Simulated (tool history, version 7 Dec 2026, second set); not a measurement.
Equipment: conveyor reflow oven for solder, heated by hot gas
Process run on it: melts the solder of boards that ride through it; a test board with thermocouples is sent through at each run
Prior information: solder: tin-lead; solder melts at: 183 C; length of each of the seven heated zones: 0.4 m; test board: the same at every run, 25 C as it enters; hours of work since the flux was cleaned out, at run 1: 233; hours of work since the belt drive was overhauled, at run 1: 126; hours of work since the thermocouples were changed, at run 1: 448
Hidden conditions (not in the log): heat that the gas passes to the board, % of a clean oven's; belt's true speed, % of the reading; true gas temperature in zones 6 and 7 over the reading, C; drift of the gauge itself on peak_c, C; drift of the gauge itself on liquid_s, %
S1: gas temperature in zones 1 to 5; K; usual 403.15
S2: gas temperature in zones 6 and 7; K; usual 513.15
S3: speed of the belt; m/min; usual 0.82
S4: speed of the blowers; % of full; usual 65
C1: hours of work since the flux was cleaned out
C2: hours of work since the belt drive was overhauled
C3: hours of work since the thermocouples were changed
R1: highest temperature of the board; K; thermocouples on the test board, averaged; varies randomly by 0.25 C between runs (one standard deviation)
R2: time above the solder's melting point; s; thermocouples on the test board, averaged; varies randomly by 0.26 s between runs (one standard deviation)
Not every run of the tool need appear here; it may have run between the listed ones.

run 1 hour=0 | S1=403.15 S2=513.15 S3=0.82 S4=65 | C1=233 C2=126 C3=448 | R1=495.85 R2=44.9
run 2 hour=40.8 | S1=403.15 S2=513.15 S3=0.82 S4=65 | C1=263 C2=156 C3=478 | R1=495.15 R2=44.9
run 3 hour=88.7 | S1=403.15 S2=513.15 S3=0.82 S4=65 | C1=298 C2=191 C3=513 | R1=495.25 R2=44.8
run 4 hour=115 | S1=403.15 S2=513.15 S3=0.82 S4=65 | C1=318 C2=211 C3=532 | R1=495.25 R2=44.7
run 5 hour=141.5 | S1=403.15 S2=513.15 S3=0.82 S4=65 | C1=337 C2=230 C3=552 | R1=494.65 R2=44.7
-- hour=158.6 flux residue cleaned out of gas plates and filters
run 6 hour=169.7 | S1=403.15 S2=513.15 S3=0.82 S4=65 | C1=8 C2=247 C3=569 | R1=497.65 R2=45.9
run 7 hour=217.8 | S1=403.15 S2=513.15 S3=0.82 S4=65 | C1=43 C2=282 C3=604 | R1=496.85 R2=46.1
run 8 hour=246.1 | S1=403.15 S2=513.15 S3=0.82 S4=65 | C1=64 C2=303 C3=625 | R1=497.35 R2=46
run 9 hour=286.8 | S1=403.15 S2=513.15 S3=0.82 S4=65 | C1=94 C2=333 C3=654 | R1=496.95 R2=46
run 10 hour=329.5 | S1=405.15 S2=513.15 S3=0.82 S4=65 | C1=125 C2=364 C3=686 | R1=497.25 R2=46.9
run 11 hour=374.4 | S1=405.15 S2=513.15 S3=0.791 S4=65 | C1=158 C2=397 C3=719 | R1=498.35 R2=49.3
run 12 hour=412.5 | S1=405.15 S2=513.15 S3=0.791 S4=78 | C1=186 C2=425 C3=747 | R1=500.05 R2=50.5
run 13 hour=453.8 | S1=405.15 S2=513.15 S3=0.791 S4=78 | C1=216 C2=455 C3=777 | R1=499.95 R2=50.6
-- hour=460.5 belt drive overhauled, speed set with a stopwatch
run 14 hour=505.8 | S1=405.15 S2=513.15 S3=0.791 S4=78 | C1=252 C2=33 C3=812 | R1=499.95 R2=50.6
run 15 hour=556.5 | S1=405.15 S2=513.15 S3=0.791 S4=78 | C1=289 C2=70 C3=849 | R1=500.35 R2=50.7
run 16 hour=585.9 | S1=399.15 S2=515.15 S3=0.82 S4=63 | C1=310 C2=92 C3=871 | R1=496.65 R2=44.8
-- hour=638.5 flux residue cleaned out of gas plates and filters
run 17 hour=644.3 | S1=411.15 S2=503.15 S3=0.732 S4=78 | C1=4 C2=131 C3=910 | R1=495.55 R2=54.2
run 18 hour=690.8 | S1=403.15 S2=527.15 S3=0.884 S4=51 | C1=38 C2=165 C3=944 | R1=503.85 R2=46.1
-- hour=730.1 belt drive overhauled, speed set with a stopwatch, once more
run 19 hour=744.6 | S1=403.15 S2=513.15 S3=0.788 S4=56 | C1=75 C2=11 C3=981 | R1=496.75 R2=46.9
run 20 hour=795.4 | S1=405.15 S2=517.15 S3=0.734 S4=62 | C1=112 C2=48 C3=1018 | R1=504.75 R2=55.5
run 21 hour=829.4 | S1=405.15 S2=517.15 S3=0.734 S4=62 | C1=137 C2=73 C3=1043 | R1=504.45 R2=55.1
run 22 hour=876 | S1=405.15 S2=517.15 S3=0.734 S4=62 | C1=171 C2=107 C3=1077 | R1=504.25 R2=55.4
run 23 hour=906.6 | S1=417.15 S2=527.15 S3=0.845 S4=81 | C1=194 C2=129 C3=1099 | R1=513.75 R2=54.2
run 24 hour=930.6 | S1=409.15 S2=507.15 S3=0.965 S4=79 | C1=211 C2=147 C3=1117 | R1=489.65 R2=36.2
run 25 hour=983.2 | S1=409.15 S2=507.15 S3=0.916 S4=68 | C1=250 C2=186 C3=1156 | R1=489.05 R2=37.6
run 26 hour=1010.9 | S1=409.15 S2=507.15 S3=0.916 S4=68 | C1=270 C2=206 C3=1176 | R1=489.15 R2=37.7
run 27 hour=1062.1 | S1=409.15 S2=507.15 S3=0.916 S4=68 | C1=308 C2=243 C3=1213 | R1=488.75 R2=37.8
run 28 hour=1099.4 | S1=409.15 S2=507.15 S3=0.697 S4=72 | C1=335 C2=271 C3=1241 | R1=498.25 R2=56.5
-- hour=1105.3 thermocouples of zones 6 and 7 changed
-- hour=1120.9 flux residue cleaned out of gas plates and filters
run 29 hour=1133.5 | S1=412.15 S2=507.15 S3=0.761 S4=72 | C1=9 C2=291 C3=17 | R1=496.55 R2=52.2

Branching from run 29: 5 alternative next runs. What would each branch give?
run A hour=1183.9 | S1=396.15 S2=507.15 S3=0.825 S4=89 | C1=46 C2=328 C3=54 | R1=? R2=?
run B hour=1183.9 | S1=403.15 S2=514.15 S3=0.864 S4=55 | C1=46 C2=328 C3=54 | R1=? R2=?
run C hour=1183.9 | S1=393.15 S2=513.15 S3=0.885 S4=58 | C1=46 C2=328 C3=54 | R1=? R2=?
run D hour=1183.9 | S1=404.15 S2=507.15 S3=0.926 S4=72 | C1=46 C2=328 C3=54 | R1=? R2=?
run E hour=1183.9 | S1=412.15 S2=507.15 S3=0.835 S4=72 | C1=46 C2=328 C3=54 | R1=? R2=?

run=A R1=494.75 R2=44
run=B R1=493.65 R2=41.2
run=C R1=490.65 R2=36.5
run=D R1=489.75 R2=36.6
run=E R1=493.45 R2=45.8
With the hidden condition removed and each run's random variation left untouched, the same runs would have given:
run=A R1=494.75 R2=43.8
run=B R1=493.55 R2=40.9
run=C R1=490.55 R2=36.2
run=D R1=489.65 R2=36.4
run=E R1=493.35 R2=45.6
